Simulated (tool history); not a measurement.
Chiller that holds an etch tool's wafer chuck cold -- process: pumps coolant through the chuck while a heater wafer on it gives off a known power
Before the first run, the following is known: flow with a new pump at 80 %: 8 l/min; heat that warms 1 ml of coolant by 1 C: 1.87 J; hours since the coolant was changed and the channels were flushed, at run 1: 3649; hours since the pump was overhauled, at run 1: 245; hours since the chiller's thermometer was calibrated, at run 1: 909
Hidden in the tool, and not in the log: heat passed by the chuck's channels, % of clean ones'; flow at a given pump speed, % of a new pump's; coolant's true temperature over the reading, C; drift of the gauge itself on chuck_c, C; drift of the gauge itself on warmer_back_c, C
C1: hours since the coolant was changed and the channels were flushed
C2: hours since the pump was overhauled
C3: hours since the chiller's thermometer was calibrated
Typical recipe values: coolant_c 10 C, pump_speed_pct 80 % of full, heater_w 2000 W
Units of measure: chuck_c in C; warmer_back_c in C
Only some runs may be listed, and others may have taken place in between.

{"run": 1, "day": 0.0, "coolant_c": 10, "pump_speed_pct": 80, "heater_w": 2000, "C1": 3649, "C2": 245, "C3": 909, "chuck_c": 30.1, "warmer_back_c": 8.06}
{"run": 2, "day": 1.008, "coolant_c": 10, "pump_speed_pct": 80, "heater_w": 2000, "C1": 3673, "C2": 269, "C3": 934, "chuck_c": 30.1, "warmer_back_c": 8.08}
{"run": 3, "day": 1.946, "coolant_c": 10, "pump_speed_pct": 75, "heater_w": 2000, "C1": 3696, "C2": 291, "C3": 956, "chuck_c": 31.4, "warmer_back_c": 8.55}
{"run": 4, "day": 3.267, "coolant_c": 10, "pump_speed_pct": 75, "heater_w": 2000, "C1": 3727, "C2": 323, "C3": 988, "chuck_c": 31.4, "warmer_back_c": 8.58}
{"run": 5, "day": 4.596, "coolant_c": 10, "pump_speed_pct": 75, "heater_w": 2000, "C1": 3759, "C2": 355, "C3": 1020, "chuck_c": 31.3, "warmer_back_c": 8.56}
{"run": 6, "day": 6.067, "coolant_c": 10, "pump_speed_pct": 68, "heater_w": 2000, "C1": 3794, "C2": 390, "C3": 1055, "chuck_c": 33.1, "warmer_back_c": 9.59}
{"run": 7, "day": 7.788, "coolant_c": 10, "pump_speed_pct": 80, "heater_w": 2000, "C1": 3836, "C2": 432, "C3": 1096, "chuck_c": 30.2, "warmer_back_c": 8.05}
{"run": 8, "day": 9.038, "coolant_c": 10, "pump_speed_pct": 80, "heater_w": 2000, "C1": 3866, "C2": 462, "C3": 1126, "chuck_c": 30.3, "warmer_back_c": 8.07}
{"run": 9, "day": 10.725, "coolant_c": 10, "pump_speed_pct": 80, "heater_w": 2000, "C1": 3906, "C2": 502, "C3": 1167, "chuck_c": 30.1, "warmer_back_c": 8.06}
{"run": 10, "day": 12.546, "coolant_c": 10, "pump_speed_pct": 80, "heater_w": 2000, "C1": 3950, "C2": 546, "C3": 1211, "chuck_c": 30.5, "warmer_back_c": 8.08}
{"run": 11, "day": 13.892, "coolant_c": 10, "pump_speed_pct": 80, "heater_w": 2000, "C1": 3982, "C2": 578, "C3": 1243, "chuck_c": 30.3, "warmer_back_c": 8.08}
{"run": 12, "day": 14.688, "coolant_c": 10, "pump_speed_pct": 80, "heater_w": 2000, "C1": 4001, "C2": 597, "C3": 1262, "chuck_c": 30.5, "warmer_back_c": 8.05}
{"run": 13, "day": 15.779, "coolant_c": 10, "pump_speed_pct": 80, "heater_w": 2000, "C1": 4028, "C2": 624, "C3": 1288, "chuck_c": 30.3, "warmer_back_c": 8.16}
{"run": 14, "day": 17.121, "coolant_c": 10, "pump_speed_pct": 80, "heater_w": 2000, "C1": 4060, "C2": 656, "C3": 1320, "chuck_c": 30.5, "warmer_back_c": 8.11}
{"run": 15, "day": 18.933, "coolant_c": 10, "pump_speed_pct": 80, "heater_w": 2430, "C1": 4103, "C2": 699, "C3": 1364, "chuck_c": 35.0, "warmer_back_c": 9.89}
{"run": 16, "day": 19.688, "coolant_c": 10, "pump_speed_pct": 80, "heater_w": 2430, "C1": 4121, "C2": 717, "C3": 1382, "chuck_c": 34.9, "warmer_back_c": 9.91}
{"run": 17, "day": 21.071, "coolant_c": 10, "pump_speed_pct": 80, "heater_w": 2000, "C1": 4155, "C2": 750, "C3": 1415, "chuck_c": 30.4, "warmer_back_c": 8.15}
{"run": 18, "day": 22.462, "coolant_c": 14, "pump_speed_pct": 75, "heater_w": 2000, "C1": 4188, "C2": 784, "C3": 1448, "chuck_c": 35.6, "warmer_back_c": 8.7}
{"day": 22.8, "done": "coolant pump overhauled"}
{"run": 19, "day": 24.167, "coolant_c": 9, "pump_speed_pct": 75, "heater_w": 1586, "C1": 4224, "C2": 33, "C3": 1484, "chuck_c": 26.1, "warmer_back_c": 7.04}
{"run": 20, "day": 25.329, "coolant_c": 9, "pump_speed_pct": 75, "heater_w": 1586, "C1": 4252, "C2": 61, "C3": 1512, "chuck_c": 26.5, "warmer_back_c": 6.95}
{"run": 21, "day": 26.396, "coolant_c": 13, "pump_speed_pct": 67, "heater_w": 2000, "C1": 4277, "C2": 86, "C3": 1538, "chuck_c": 37.0, "warmer_back_c": 9.86}
{"day": 27.479, "done": "coolant pump overhauled, once more"}
{"run": 22, "day": 27.496, "coolant_c": 8, "pump_speed_pct": 80, "heater_w": 1649, "C1": 4299, "C2": 0, "C3": 1559, "chuck_c": 24.5, "warmer_back_c": 6.55}
{"run": 23, "day": 28.846, "coolant_c": 6, "pump_speed_pct": 91, "heater_w": 1649, "C1": 4331, "C2": 33, "C3": 1592, "chuck_c": 20.7, "warmer_back_c": 5.75}
{"run": 24, "day": 29.679, "coolant_c": 6, "pump_speed_pct": 91, "heater_w": 1649, "C1": 4351, "C2": 53, "C3": 1612, "chuck_c": 20.7, "warmer_back_c": 5.77}
{"run": 25, "day": 30.533, "coolant_c": 10, "pump_speed_pct": 62, "heater_w": 2000, "C1": 4372, "C2": 73, "C3": 1632, "chuck_c": 35.2, "warmer_back_c": 10.38}
{"run": 26, "day": 31.425, "coolant_c": 17, "pump_speed_pct": 80, "heater_w": 1240, "C1": 4393, "C2": 95, "C3": 1654, "chuck_c": 29.3, "warmer_back_c": 4.96}
{"run": 27, "day": 32.488, "coolant_c": 16, "pump_speed_pct": 85, "heater_w": 1778, "C1": 4419, "C2": 120, "C3": 1679, "chuck_c": 33.0, "warmer_back_c": 6.69}
{"run": 28, "day": 33.379, "coolant_c": 17, "pump_speed_pct": 99, "heater_w": 1432, "C1": 4440, "C2": 142, "C3": 1701, "chuck_c": 29.0, "warmer_back_c": 4.62}
{"run": 29, "day": 35.133, "coolant_c": 9, "pump_speed_pct": 77, "heater_w": 1473, "C1": 4482, "C2": 184, "C3": 1743, "chuck_c": 24.4, "warmer_back_c": 6.19}
{"run": 30, "day": 36.133, "coolant_c": 4, "pump_speed_pct": 90, "heater_w": 1121, "C1": 4506, "C2": 208, "C3": 1767, "chuck_c": 14.0, "warmer_back_c": 3.95}
{"run": 31, "day": 37.842, "coolant_c": 1, "pump_speed_pct": 76, "heater_w": 1121, "C1": 4547, "C2": 249, "C3": 1808, "chuck_c": 12.8, "warmer_back_c": 4.76}

For some of the steps in chuck_c from one run to the next: how much would appear even if the tool had no hidden state, given the settings, what came in and random variation, and how much remains for the hidden state plus any gauge scatter that the measured result and the result without hidden state don't share?
Run 20 -> 21: coolant_c 9 -> 13, pump_speed_pct 75 -> 67, heater_w 1586 -> 2000. chuck_c +10.5 C: hidden state +0.7, all else +9.8.
Run 21 -> 22: coolant_c 13 -> 8, pump_speed_pct 67 -> 80, heater_w 2000 -> 1649, coolant pump overhauled, once more. chuck_c -12.5 C: hidden state -1.2, all else -11.3.
Run 24 -> 25: coolant_c 6 -> 10, pump_speed_pct 91 -> 62, heater_w 1649 -> 2000. chuck_c +14.5 C: hidden state +0.8, all else +13.7.
Run 25 -> 26: coolant_c 10 -> 17, pump_speed_pct 62 -> 80, heater_w 2000 -> 1240. chuck_c -5.9 C: hidden state -0.9, all else -5.0.
